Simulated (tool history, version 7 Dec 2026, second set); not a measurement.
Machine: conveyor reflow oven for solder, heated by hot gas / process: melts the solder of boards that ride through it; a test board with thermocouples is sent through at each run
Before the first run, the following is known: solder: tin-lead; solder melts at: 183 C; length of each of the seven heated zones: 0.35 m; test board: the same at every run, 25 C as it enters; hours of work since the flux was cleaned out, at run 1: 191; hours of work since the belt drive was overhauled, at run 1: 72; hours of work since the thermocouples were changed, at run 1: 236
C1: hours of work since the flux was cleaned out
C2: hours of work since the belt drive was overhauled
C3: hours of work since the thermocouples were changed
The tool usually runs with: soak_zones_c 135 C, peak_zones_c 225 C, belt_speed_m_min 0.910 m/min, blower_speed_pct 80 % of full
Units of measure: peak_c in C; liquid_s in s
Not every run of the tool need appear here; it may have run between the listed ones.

run 1 hour=0.0 | soak_zones_c=135 peak_zones_c=225 belt_speed_m_min=0.910 blower_speed_pct=80 | C1=191 C2=72 C3=236 | peak_c=205.2 liquid_s=26.7
run 2 hour=55.4 | soak_zones_c=135 peak_zones_c=225 belt_speed_m_min=0.910 blower_speed_pct=80 | C1=220 C2=101 C3=265 | peak_c=205.2 liquid_s=26.5
-- hour=64.3 flux residue cleaned out of gas plates and filters
run 3 hour=93.7 | soak_zones_c=135 peak_zones_c=225 belt_speed_m_min=0.910 blower_speed_pct=80 | C1=16 C2=119 C3=282 | peak_c=206.7 liquid_s=27.8
run 4 hour=120.3 | soak_zones_c=135 peak_zones_c=225 belt_speed_m_min=0.910 blower_speed_pct=80 | C1=30 C2=133 C3=297 | peak_c=206.0 liquid_s=27.2
run 5 hour=160.3 | soak_zones_c=122 peak_zones_c=225 belt_speed_m_min=0.910 blower_speed_pct=80 | C1=51 C2=154 C3=318 | peak_c=203.2 liquid_s=23.2
run 6 hour=210.1 | soak_zones_c=122 peak_zones_c=225 belt_speed_m_min=0.910 blower_speed_pct=80 | C1=77 C2=180 C3=344 | peak_c=203.2 liquid_s=23.0
run 7 hour=263.0 | soak_zones_c=122 peak_zones_c=225 belt_speed_m_min=0.910 blower_speed_pct=80 | C1=105 C2=208 C3=372 | peak_c=202.8 liquid_s=22.7
run 8 hour=301.3 | soak_zones_c=135 peak_zones_c=225 belt_speed_m_min=0.937 blower_speed_pct=80 | C1=125 C2=228 C3=392 | peak_c=203.9 liquid_s=25.0
run 9 hour=356.4 | soak_zones_c=135 peak_zones_c=225 belt_speed_m_min=0.910 blower_speed_pct=80 | C1=154 C2=257 C3=421 | peak_c=205.1 liquid_s=26.4
run 10 hour=404.2 | soak_zones_c=135 peak_zones_c=225 belt_speed_m_min=0.910 blower_speed_pct=79 | C1=180 C2=283 C3=447 | peak_c=204.3 liquid_s=26.3
run 11 hour=461.7 | soak_zones_c=135 peak_zones_c=214 belt_speed_m_min=0.910 blower_speed_pct=80 | C1=210 C2=313 C3=477 | peak_c=195.6 liquid_s=19.0
-- hour=491.7 flux residue cleaned out of gas plates and filters
run 12 hour=514.6 | soak_zones_c=135 peak_zones_c=214 belt_speed_m_min=0.910 blower_speed_pct=69 | C1=12 C2=338 C3=502 | peak_c=194.6 liquid_s=17.7
run 13 hour=561.1 | soak_zones_c=135 peak_zones_c=225 belt_speed_m_min=0.910 blower_speed_pct=62 | C1=37 C2=363 C3=527 | peak_c=201.4 liquid_s=23.3
run 14 hour=594.2 | soak_zones_c=135 peak_zones_c=225 belt_speed_m_min=0.910 blower_speed_pct=62 | C1=54 C2=381 C3=544 | peak_c=201.4 liquid_s=23.5
run 15 hour=653.1 | soak_zones_c=135 peak_zones_c=228 belt_speed_m_min=0.910 blower_speed_pct=80 | C1=85 C2=412 C3=576 | peak_c=207.7 liquid_s=28.6
run 16 hour=689.7 | soak_zones_c=131 peak_zones_c=225 belt_speed_m_min=0.734 blower_speed_pct=80 | C1=105 C2=431 C3=595 | peak_c=210.3 liquid_s=38.1
run 17 hour=721.6 | soak_zones_c=135 peak_zones_c=226 belt_speed_m_min=0.910 blower_speed_pct=88 | C1=122 C2=448 C3=612 | peak_c=207.2 liquid_s=28.4
-- hour=748.0 thermocouples of zones 6 and 7 changed
run 18 hour=769.3 | soak_zones_c=135 peak_zones_c=226 belt_speed_m_min=0.910 blower_speed_pct=88 | C1=146 C2=472 C3=11 | peak_c=209.0 liquid_s=29.6
run 19 hour=825.0 | soak_zones_c=135 peak_zones_c=225 belt_speed_m_min=0.771 blower_speed_pct=76 | C1=175 C2=502 C3=41 | peak_c=210.7 liquid_s=36.7
run 20 hour=865.6 | soak_zones_c=135 peak_zones_c=225 belt_speed_m_min=0.771 blower_speed_pct=76 | C1=197 C2=523 C3=62 | peak_c=210.3 liquid_s=36.6
run 21 hour=909.3 | soak_zones_c=124 peak_zones_c=225 belt_speed_m_min=0.771 blower_speed_pct=76 | C1=220 C2=546 C3=85 | peak_c=208.5 liquid_s=32.7
-- hour=920.6 flux residue cleaned out of gas plates and filters
run 22 hour=952.1 | soak_zones_c=124 peak_zones_c=225 belt_speed_m_min=0.771 blower_speed_pct=83 | C1=17 C2=566 C3=105 | peak_c=210.8 liquid_s=35.0
run 23 hour=988.9 | soak_zones_c=124 peak_zones_c=225 belt_speed_m_min=0.771 blower_speed_pct=83 | C1=36 C2=586 C3=125 | peak_c=210.5 liquid_s=35.1
run 24 hour=1032.4 | soak_zones_c=124 peak_zones_c=225 belt_speed_m_min=0.771 blower_speed_pct=83 | C1=59 C2=608 C3=148 | peak_c=209.8 liquid_s=34.7
run 25 hour=1086.7 | soak_zones_c=135 peak_zones_c=220 belt_speed_m_min=0.910 blower_speed_pct=79 | C1=88 C2=637 C3=176 | peak_c=202.5 liquid_s=24.8
run 26 hour=1112.0 | soak_zones_c=135 peak_zones_c=220 belt_speed_m_min=0.910 blower_speed_pct=79 | C1=101 C2=651 C3=190 | peak_c=202.4 liquid_s=24.8
run 27 hour=1163.0 | soak_zones_c=135 peak_zones_c=220 belt_speed_m_min=0.910 blower_speed_pct=79 | C1=128 C2=678 C3=217 | peak_c=202.0 liquid_s=24.5
run 28 hour=1194.1 | soak_zones_c=139 peak_zones_c=222 belt_speed_m_min=1.022 blower_speed_pct=57 | C1=145 C2=694 C3=233 | peak_c=194.9 liquid_s=15.5
run 29 hour=1248.2 | soak_zones_c=135 peak_zones_c=226 belt_speed_m_min=1.005 blower_speed_pct=79 | C1=173 C2=723 C3=262 | peak_c=203.0 liquid_s=22.6

Each row is a separate what-if for the run after 29, all from the same tool condition, not one after another. Results?
run A hour=1310.0 | soak_zones_c=129 peak_zones_c=226 belt_speed_m_min=0.821 blower_speed_pct=83 | C1=206 C2=755 C3=294 | peak_c=? liquid_s=?
run B hour=1310.0 | soak_zones_c=135 peak_zones_c=222 belt_speed_m_min=1.005 blower_speed_pct=79 | C1=206 C2=755 C3=294 | peak_c=? liquid_s=?
run C hour=1310.0 | soak_zones_c=135 peak_zones_c=213 belt_speed_m_min=0.829 blower_speed_pct=75 | C1=206 C2=755 C3=294 | peak_c=? liquid_s=?
run D hour=1310.0 | soak_zones_c=135 peak_zones_c=225 belt_speed_m_min=1.030 blower_speed_pct=80 | C1=206 C2=755 C3=294 | peak_c=? liquid_s=?

run=A peak_c=209.0 liquid_s=31.8
run=B peak_c=199.6 liquid_s=20.0
run=C peak_c=197.3 liquid_s=23.8
run=D peak_c=201.5 liquid_s=20.2
With no hidden state in the tool, these same runs would have given:
run=A peak_c=210.7 liquid_s=32.7
run=B peak_c=201.3 liquid_s=21.3
run=C peak_c=198.8 liquid_s=25.3
run=D peak_c=203.3 liquid_s=21.4

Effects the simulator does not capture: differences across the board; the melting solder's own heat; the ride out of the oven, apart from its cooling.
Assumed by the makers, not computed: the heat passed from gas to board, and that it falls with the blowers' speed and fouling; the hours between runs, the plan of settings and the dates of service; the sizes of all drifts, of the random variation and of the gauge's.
